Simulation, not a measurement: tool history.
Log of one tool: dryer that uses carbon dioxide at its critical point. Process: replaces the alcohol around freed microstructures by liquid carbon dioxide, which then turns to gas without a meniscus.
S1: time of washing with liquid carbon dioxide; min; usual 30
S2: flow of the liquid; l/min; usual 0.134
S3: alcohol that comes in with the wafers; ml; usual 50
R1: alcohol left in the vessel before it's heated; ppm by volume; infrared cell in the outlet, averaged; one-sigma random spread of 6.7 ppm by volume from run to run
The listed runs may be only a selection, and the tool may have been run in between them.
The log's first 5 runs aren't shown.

run	hour	S1	S2	S3	R1
6	87.3	30	0.134	36	314
7	100.8	30	0.134	36	310
8	118.5	30	0.134	50	443
9	129.2	30	0.134	50	438
10	144.5	30	0.134	50	455
11	159.4	30	0.134	50	476
12	172.1	30	0.134	50	489
13	187.5	30	0.134	50	511
14	196.8	30	0.134	50	505
15	206.6	30	0.134	50	505
16	222.4	30	0.181	50	135
17	235.9	23	0.134	50	1676
18	245.3	30	0.182	48	126
19	253.8	30	0.182	64	155
# hour 255.9: inlet filter changed
20	264.9	40	0.221	64	71
21	278.2	40	0.221	64	75
22	292.3	30	0.121	50	674
23	301.6	30	0.134	66	517

Expected results for the next run?
24	318	22	0.17	99	?

R1: 977 ppm by volume
Minus the tool's unlogged condition, the same run would have read R1 787 ppm by volume.
